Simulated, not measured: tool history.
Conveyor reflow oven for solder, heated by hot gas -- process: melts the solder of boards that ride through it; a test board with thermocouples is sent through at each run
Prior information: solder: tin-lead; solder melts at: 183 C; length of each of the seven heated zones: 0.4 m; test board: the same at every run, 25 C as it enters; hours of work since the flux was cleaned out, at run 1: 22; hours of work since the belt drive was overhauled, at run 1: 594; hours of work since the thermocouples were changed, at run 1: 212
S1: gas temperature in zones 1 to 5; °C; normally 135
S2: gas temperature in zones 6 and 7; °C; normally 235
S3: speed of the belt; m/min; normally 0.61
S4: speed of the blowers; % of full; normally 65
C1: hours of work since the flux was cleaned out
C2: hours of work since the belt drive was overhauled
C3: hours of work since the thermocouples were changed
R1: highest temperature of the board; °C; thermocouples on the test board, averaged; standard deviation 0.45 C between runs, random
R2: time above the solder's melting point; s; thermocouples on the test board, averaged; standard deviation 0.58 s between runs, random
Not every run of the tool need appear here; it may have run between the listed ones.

| run | hour | S1 | S2 | S3 | S4 | C1 | C2 | C3 | R1 | R2 |
|---|---|---|---|---|---|---|---|---|---|---|
| 1 | 0 | 135 | 235 | 0.61 | 65 | 22 | 594 | 212 | 210.8 | 52.3 |
| 2 | 40.4 | 135 | 235 | 0.61 | 65 | 54 | 626 | 243 | 210.6 | 50.1 |
| 3 | 94.9 | 135 | 235 | 0.61 | 65 | 97 | 669 | 286 | 209.9 | 50.4 |
| 4 | 142.9 | 127 | 235 | 0.61 | 65 | 135 | 706 | 324 | 208.3 | 44.4 |
| 5 | 179.1 | 135 | 235 | 0.61 | 65 | 163 | 735 | 353 | 209.4 | 49.2 |
| 6 | 207 | 135 | 235 | 0.61 | 65 | 185 | 757 | 374 | 209.1 | 50.4 |
|  | 261.4 | flux residue cleaned out of gas plates and filters |
| 7 | 263.3 | 135 | 235 | 0.61 | 65 | 1 | 797 | 415 | 210 | 52 |
| 8 | 289.5 | 135 | 235 | 0.61 | 65 | 22 | 818 | 436 | 209.9 | 51.8 |
| 9 | 325.2 | 135 | 235 | 0.581 | 65 | 50 | 846 | 464 | 212.3 | 56.8 |
| 10 | 368.8 | 135 | 235 | 0.581 | 65 | 85 | 880 | 498 | 212.6 | 56 |
| 11 | 411.4 | 135 | 235 | 0.61 | 65 | 118 | 914 | 531 | 209.3 | 50.2 |
| 12 | 458.6 | 135 | 235 | 0.61 | 65 | 155 | 951 | 569 | 210 | 49.4 |
| 13 | 500.9 | 127 | 235 | 0.61 | 65 | 188 | 984 | 602 | 207 | 44.7 |
| 14 | 532.1 | 135 | 235 | 0.61 | 65 | 213 | 1009 | 626 | 208.7 | 48.2 |
|  | 551.6 | flux residue cleaned out of gas plates and filters |
| 15 | 586.4 | 135 | 235 | 0.561 | 65 | 27 | 1048 | 665 | 213.3 | 61.7 |
|  | 593.5 | belt drive overhauled, speed set with a stopwatch |
| 16 | 617.5 | 133 | 235 | 0.61 | 65 | 49 | 19 | 687 | 211.2 | 51.9 |
| 17 | 671.6 | 133 | 235 | 0.61 | 65 | 91 | 61 | 729 | 210.5 | 50.6 |
| 18 | 710.5 | 135 | 240 | 0.61 | 65 | 122 | 92 | 760 | 213.7 | 55.2 |

What will run 19 give?
| 19 | 747.3 | 135 | 240 | 0.61 | 65 | 151 | 121 | 789 | ? | ? |

R1: 213.9 °C
R2: 56 s
With the hidden condition absent and the run-to-run variation left alone, this run would have shown R1 214.9 °C, R2 54.4 s.

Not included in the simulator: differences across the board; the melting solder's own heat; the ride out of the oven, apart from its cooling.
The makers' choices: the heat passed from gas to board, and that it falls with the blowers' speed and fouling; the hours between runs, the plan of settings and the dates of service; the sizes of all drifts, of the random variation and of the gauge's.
